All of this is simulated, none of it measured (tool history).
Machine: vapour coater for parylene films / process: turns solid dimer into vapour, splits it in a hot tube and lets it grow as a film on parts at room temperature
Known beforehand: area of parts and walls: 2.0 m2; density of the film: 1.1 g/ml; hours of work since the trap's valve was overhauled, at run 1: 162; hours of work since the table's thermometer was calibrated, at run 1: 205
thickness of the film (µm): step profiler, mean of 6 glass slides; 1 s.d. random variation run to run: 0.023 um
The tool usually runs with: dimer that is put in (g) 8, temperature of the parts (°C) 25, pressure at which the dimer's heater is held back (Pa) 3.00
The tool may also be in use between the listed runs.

run   hour  dimer that is put in (g)  temperature of the parts (°C)  pressure at which the dimer's heater is held back (Pa)  hours of work since the trap's valve was overhauled  hours of work since the table's thermometer was calibrated  thickness of the film (µm)
  1    0.0                         8                             25                                                    3.00                                                  162                                                         205                        1.82
  2   21.7                         8                             25                                                    3.00                                                  172                                                         214                        1.79
  3   36.4                         8                             25                                                    3.00                                                  178                                                         221                        1.82
  4   51.6                         8                             25                                                    3.00                                                  184                                                         227                        1.82
  5   63.7                         8                             25                                                    3.21                                                  189                                                         232                        1.77
  6   90.6                         8                             25                                                    3.21                                                  201                                                         244                        1.83
  7  105.9                         8                             25                                                    3.21                                                  207                                                         250                        1.78
  8  124.3                         8                             31                                                    3.21                                                  215                                                         258                        1.46
  9  141.9                         8                             31                                                    3.21                                                  223                                                         265                        1.53
     144.1  -- table's thermometer calibrated
 10  171.2                         8                             28                                                    3.21                                                  235                                                          12                        1.62
 11  193.4                         6                             21                                                   10.20                                                  244                                                          21                        1.29
 12  213.9                         5                             25                                                    3.00                                                  253                                                          30                        1.09
 13  242.9                         5                             25                                                    3.00                                                  265                                                          42                        1.10
     254.0  -- table's thermometer calibrated, once more
 14  264.8                         4                             34                                                    3.00                                                  274                                                           5                        0.64
 15  292.0                         4                             18                                                    3.00                                                  286                                                          16                        1.13
 16  314.4                         4                             26                                                    3.00                                                  295                                                          26                        0.84
 17  340.5                         4                             26                                                    5.65                                                  306                                                          37                        0.80
 18  360.8                         4                             26                                                    5.65                                                  315                                                          45                        0.75

For each run, the measured value with the value that run would have given without the tool's hidden condition subtracted. The run-to-run variation is shared by both, the gauge scatter possibly not:
Hidden conditions of the tool in this case: vapour lost through the trap's worn valve, %; true temperature of the parts over the reading, C; drift of the gauge itself on film_um, %.
run  thickness of the film (µm)
  1                       -0.05
  2                       -0.05
  3                       -0.06
  4                       -0.06
  5                       -0.06
  6                       -0.05
  7                       -0.05
  8                       -0.05
  9                       -0.05
 10                       -0.06
 11                       -0.04
 12                       -0.04
 13                       -0.04
 14                       -0.04
 15                       -0.07
 16                       -0.06
 17                       -0.05
 18                       -0.06
